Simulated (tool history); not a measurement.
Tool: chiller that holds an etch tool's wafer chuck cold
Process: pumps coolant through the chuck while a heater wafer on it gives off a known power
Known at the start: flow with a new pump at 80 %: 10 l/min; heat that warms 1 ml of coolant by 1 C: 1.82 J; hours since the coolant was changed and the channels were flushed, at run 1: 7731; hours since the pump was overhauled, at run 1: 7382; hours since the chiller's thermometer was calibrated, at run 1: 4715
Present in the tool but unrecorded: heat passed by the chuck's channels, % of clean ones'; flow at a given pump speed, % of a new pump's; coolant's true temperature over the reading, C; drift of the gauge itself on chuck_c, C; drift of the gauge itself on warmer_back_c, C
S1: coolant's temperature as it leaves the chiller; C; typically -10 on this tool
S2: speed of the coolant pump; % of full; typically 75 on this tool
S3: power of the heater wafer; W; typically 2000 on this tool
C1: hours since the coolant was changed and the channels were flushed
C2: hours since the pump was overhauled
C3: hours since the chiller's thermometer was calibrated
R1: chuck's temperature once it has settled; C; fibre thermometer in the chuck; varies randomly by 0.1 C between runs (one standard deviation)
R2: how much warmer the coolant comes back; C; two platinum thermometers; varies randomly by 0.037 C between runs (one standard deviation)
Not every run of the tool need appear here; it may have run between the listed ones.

run	hour	S1	S2	S3	C1	C2	C3	R1	R2
1	0.0	-10	75	2000	7731	7382	4715	19.8	7.77
2	196.7	-10	86	2000	7928	7579	4912	18.0	6.82
3	307.8	-10	86	1927	8039	7690	5023	16.9	6.62
4	498.1	-7	75	2000	8229	7880	5213	23.3	7.87
5	645.5	-19	75	2000	8377	8028	5361	11.4	7.86
6	745.9	-2	75	2000	8477	8128	5461	28.6	7.92
# hour 922.0: coolant changed, channels flushed
7	945.7	-10	68	2000	24	8322	5655	16.4	8.76
# hour 1038.6: chiller's thermometer calibrated
8	1068.2	-10	86	2000	145	8444	30	14.0	6.91
9	1175.5	-10	61	2000	252	8551	137	18.9	9.79
10	1318.9	-10	63	2000	396	8694	280	18.6	9.43
11	1414.6	-10	63	2000	492	8790	376	18.5	9.48
# hour 1508.1: coolant pump overhauled
12	1525.4	-10	72	2000	597	17	482	15.1	7.37
13	1663.1	-10	75	2000	735	155	620	14.6	7.06
14	1820.6	-10	75	2000	893	312	777	14.7	7.05
15	1905.1	-5	75	2000	977	397	861	19.8	7.13
16	2052.5	-5	75	2000	1124	544	1009	19.9	7.13
17	2226.3	-19	73	1267	1298	718	1183	-2.9	4.68
18	2341.1	-19	73	1267	1413	833	1297	-3.0	4.68
19	2468.2	-3	76	1267	1540	960	1425	12.8	4.47

Estimate the outcome of run 20 from the log above:
20	2587.8	-8	76	1775	1660	1080	1544	?	?

Run 20 came out at R1 14.2 C, R2 6.27 C.
Were there no unlogged condition in the tool, this run, its random variation unchanged, would have produced R1 13.3 C, R2 6.15 C.
